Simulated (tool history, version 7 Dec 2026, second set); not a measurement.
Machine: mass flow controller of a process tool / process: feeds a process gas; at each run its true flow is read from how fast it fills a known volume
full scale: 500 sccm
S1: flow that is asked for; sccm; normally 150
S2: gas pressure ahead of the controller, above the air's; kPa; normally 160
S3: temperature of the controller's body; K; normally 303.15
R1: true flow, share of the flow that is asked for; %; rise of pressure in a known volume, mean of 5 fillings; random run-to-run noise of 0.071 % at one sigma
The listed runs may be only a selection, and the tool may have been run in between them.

run    hour   S1   S2      S3      R1
  1       0  150  160  303.15   99.52
  2    70.3  150  160  303.15   99.55
  3   135.2  150  187  303.15   99.63
  4   237.9  150  187  303.15   99.69
  5   344.4  150  165  303.15   99.89
  6   437.5  150  165  303.15  100.05
  7   509.6  150  165  303.15  100.07
      577.4  -- controller exchanged for a calibrated one
  8   605.8  150  165  293.15   99.31
  9     668  163  160  303.15  100.14
 10   748.8  163  160  303.15  100.18
 11     837  163  160  303.15   100.4
 12   914.3  150  160  311.15  100.95
 13  1017.4  150  160  311.15  101.07
 14  1133.4  150  210  303.15  100.55
 15  1223.9  150  210  303.15  100.54
 16  1337.5  150  160  303.15   100.9
 17  1411.8   88  160  303.15  100.69
 18    1496  150  160  303.15  100.93
 19  1598.5  150  160  303.15  100.91
 20  1648.1  150  160  303.15  101.27
 21  1735.6  150  160  303.15  101.04
 22  1798.6  150  263  303.15  101.03
     1845.3  -- gauge calibrated
 23  1878.4  150  279  303.15   99.16
 24    1970  150  187  303.15   99.64
 25  2061.2  150  160  303.15   99.65
 26  2129.9  150  160  303.15   99.86
 27  2212.5  150  160  299.15   99.66
 28    2293  197  190  305.15  100.07
 29  2343.6  197  190  305.15  100.15
 30  2394.3  197  264  299.15   99.67
 31    2474   51  195  310.15   100.3
 32  2581.3  231  192  296.15   99.91
 33  2662.3  300  144  307.15  100.97
 34  2762.3  300  144  307.15  101.06
 35  2866.4  300  144  307.15  101.06
 36  2947.7  237  265  294.15   99.98
 37  3035.5  150  210  303.15  100.59
 38  3121.4  150  210  312.15  101.35
 39  3170.7   79  232  311.15  100.96
 40  3280.3  391  162  300.15  101.24
 41  3351.4  280  160  296.15   100.8
 42  3457.3  131  251  312.15  101.44
 43    3553  131  251  312.15  101.64
 44  3634.6  131  251  312.15  101.43
 45  3721.1  131  251  312.15  101.56
 46  3834.2  150  160  303.15  101.46
 47  3930.3  357  157  301.15  101.88
       3956  -- gauge calibrated
 48    3994  357  157  301.15   99.89
 49  4065.4  143  271  303.15   99.34

For some of the steps in R1 from one run to the next: how much would appear even if the tool had no hidden state, given the settings, what came in and random variation, and how much remains for the hidden state plus any gauge scatter that the measured result and the result without hidden state don't share?
Hidden conditions of the tool in this case: flow at rest that the sensor doesn't see, % of full scale; true flow over the shown one, %; drift of the gauge itself on true_pct, %.
Run 15 -> 16: S2 210 -> 160. R1 +0.36 %: hidden state +0.12, all else +0.24.
Run 22 -> 23: S2 263 -> 279, gauge calibrated. R1 -1.87 %: hidden state -1.67, all else -0.2.
Run 35 -> 36: S1 300 -> 237, S2 144 -> 265, S3 307.15 -> 294.15. R1 -1.08 %: hidden state +0.05, all else -1.13.
Run 47 -> 48: gauge calibrated. R1 -1.99 %: hidden state -1.94, all else -0.05.

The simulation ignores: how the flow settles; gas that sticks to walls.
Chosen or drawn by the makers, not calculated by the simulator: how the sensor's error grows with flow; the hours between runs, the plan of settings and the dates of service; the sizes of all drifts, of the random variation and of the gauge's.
